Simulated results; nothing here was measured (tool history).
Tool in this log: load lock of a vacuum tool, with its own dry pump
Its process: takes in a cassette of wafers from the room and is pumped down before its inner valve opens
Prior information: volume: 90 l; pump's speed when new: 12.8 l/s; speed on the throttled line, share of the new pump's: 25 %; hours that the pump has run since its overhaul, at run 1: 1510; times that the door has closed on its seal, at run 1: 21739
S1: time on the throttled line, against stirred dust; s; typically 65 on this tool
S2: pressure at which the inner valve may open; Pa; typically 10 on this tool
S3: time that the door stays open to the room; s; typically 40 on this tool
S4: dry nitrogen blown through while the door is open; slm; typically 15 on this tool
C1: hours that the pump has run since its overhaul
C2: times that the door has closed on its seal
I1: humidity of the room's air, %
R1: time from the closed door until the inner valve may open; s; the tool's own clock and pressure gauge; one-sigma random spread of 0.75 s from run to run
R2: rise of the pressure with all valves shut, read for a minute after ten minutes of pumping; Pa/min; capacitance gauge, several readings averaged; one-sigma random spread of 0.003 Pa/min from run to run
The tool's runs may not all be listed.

Run 1, day 0.000: usual settings; C1 1510; C2 21739; I1 49.4. Result: R1 112.9 s, R2 0.047 Pa/min.
Run 2, day 19.583: usual settings; C1 1980; C2 22454; I1 47.2. Result: R1 113.3 s, R2 0.041 Pa/min.
Run 3, day 27.858: usual settings; C1 2178; C2 22756; I1 45.5. Result: R1 115.0 s, R2 0.037 Pa/min.
Run 4, day 42.242: usual settings but S2 9 Pa; C1 2524; C2 23282; I1 43.6. Result: R1 115.3 s, R2 0.044 Pa/min.
Run 5, day 53.742: usual settings but S2 9 Pa; C1 2800; C2 23702; I1 45.0. Result: R1 115.2 s, R2 0.034 Pa/min.
Run 6, day 73.779: usual settings but S2 9 Pa; C1 3280; C2 24433; I1 43.8. Result: R1 114.4 s, R2 0.044 Pa/min.
Run 7, day 88.004: usual settings but S2 9 Pa; C1 3622; C2 24953; I1 45.1. Result: R1 115.4 s, R2 0.039 Pa/min.
Run 8, day 106.412: usual settings but S2 9 Pa; C1 4064; C2 25625; I1 46.1. Result: R1 115.5 s, R2 0.040 Pa/min.
Run 9, day 117.088: usual settings but S2 9 Pa; C1 4320; C2 26015; I1 43.2. Result: R1 115.5 s, R2 0.040 Pa/min.
Run 10, day 131.346: usual settings but S1 93 s; C1 4662; C2 26536; I1 44.4. Result: R1 134.3 s, R2 0.045 Pa/min.
Run 11, day 144.996: usual settings but S1 93 s; C1 4990; C2 27035; I1 43.5. Result: R1 133.3 s, R2 0.043 Pa/min.
Run 12, day 156.533: usual settings but S1 93 s; C1 5267; C2 27456; I1 46.5. Result: R1 134.9 s, R2 0.040 Pa/min.
Run 13, day 170.642: usual settings; C1 5605; C2 27971; I1 43.7. Result: R1 113.7 s, R2 0.039 Pa/min.
Run 14, day 188.950: usual settings but S1 81 s; C1 6045; C2 28640; I1 44.7. Result: R1 125.5 s, R2 0.045 Pa/min.
Run 15, day 204.321: usual settings but S2 20 Pa; C1 6413; C2 29202; I1 46.5. Result: R1 108.8 s, R2 0.042 Pa/min.
Run 16, day 222.238: usual settings but S1 37 s, S2 11 Pa, S3 54 s, S4 35 slm; C1 6844; C2 29856; I1 42.7. Result: R1 93.4 s, R2 0.034 Pa/min.
Run 17, day 238.383: usual settings but S1 37 s, S2 9 Pa, S3 54 s, S4 6 slm; C1 7231; C2 30446; I1 42.3. Result: R1 93.5 s, R2 0.053 Pa/min.
At day 248.592: door's seal changed, seat wiped.
Run 18, day 255.104: usual settings but S1 101 s, S2 7 Pa, S3 108 s; C1 7631; C2 238; I1 44.3. Result: R1 142.6 s, R2 0.057 Pa/min.
Run 19, day 273.017: usual settings but S1 62 s, S2 9 Pa, S3 83 s, S4 38 slm; C1 8061; C2 893; I1 43.6. Result: R1 111.8 s, R2 0.034 Pa/min.
Run 20, day 286.321: usual settings but S1 62 s, S2 9 Pa, S3 83 s, S4 38 slm; C1 8380; C2 1379; I1 42.7. Result: R1 111.9 s, R2 0.034 Pa/min.
Run 21, day 305.467: usual settings but S1 88 s, S2 17 Pa, S3 83 s, S4 38 slm; C1 8839; C2 2078; I1 45.6. Result: R1 126.2 s, R2 0.037 Pa/min.
Run 22, day 322.158: usual settings but S1 88 s, S2 17 Pa, S3 83 s, S4 38 slm; C1 9240; C2 2688; I1 45.6. Result: R1 126.7 s, R2 0.035 Pa/min.
Run 23, day 331.262: usual settings but S1 88 s, S2 17 Pa, S3 83 s, S4 38 slm; C1 9459; C2 3020; I1 50.7. Result: R1 128.4 s, R2 0.036 Pa/min.
Run 24, day 341.554: usual settings but S1 37 s, S2 20 Pa, S4 18 slm; C1 9706; C2 3396; I1 41.0. Result: R1 87.9 s, R2 0.037 Pa/min.
Run 25, day 357.575: usual settings but S1 37 s, S2 20 Pa, S4 18 slm; C1 10090; C2 3981; I1 45.9. Result: R1 88.1 s, R2 0.035 Pa/min.
Run 26, day 366.671: usual settings but S1 37 s, S2 17 Pa, S3 149 s, S4 18 slm; C1 10308; C2 4313; I1 43.9. Result: R1 89.6 s, R2 0.055 Pa/min.
Run 27, day 386.654: usual settings but S1 37 s, S2 17 Pa, S3 149 s, S4 18 slm; C1 10788; C2 5043; I1 44.6. Result: R1 88.8 s, R2 0.055 Pa/min.
Run 28, day 401.333: usual settings but S1 37 s, S2 17 Pa, S3 149 s, S4 18 slm; C1 11140; C2 5579; I1 44.4. Result: R1 89.0 s, R2 0.056 Pa/min.

Each row is a separate what-if for the run after 28, all from the same tool condition, not one after another. Results?
Run A, day 412.325: usual settings but S1 37 s, S2 17 Pa, S3 149 s, S4 7 slm; C1 11404; C2 5981; I1 43.1. Result: R1 ?, R2 ?.
Run B, day 412.325: usual settings but S1 37 s, S2 15 Pa, S3 32 s, S4 33 slm; C1 11404; C2 5981; I1 40.6. Result: R1 ?, R2 ?.
Run C, day 412.325: usual settings but S1 118 s; C1 11404; C2 5981; I1 42.9. Result: R1 ?, R2 ?.

run     R1     R2
  A   89.0  0.071
  B   90.5  0.026
  C  153.4  0.041
Without the tool's unlogged condition, the same runs would have read:
run     R1     R2
  A   89.0  0.071
  B   90.5  0.026
  C  153.4  0.041

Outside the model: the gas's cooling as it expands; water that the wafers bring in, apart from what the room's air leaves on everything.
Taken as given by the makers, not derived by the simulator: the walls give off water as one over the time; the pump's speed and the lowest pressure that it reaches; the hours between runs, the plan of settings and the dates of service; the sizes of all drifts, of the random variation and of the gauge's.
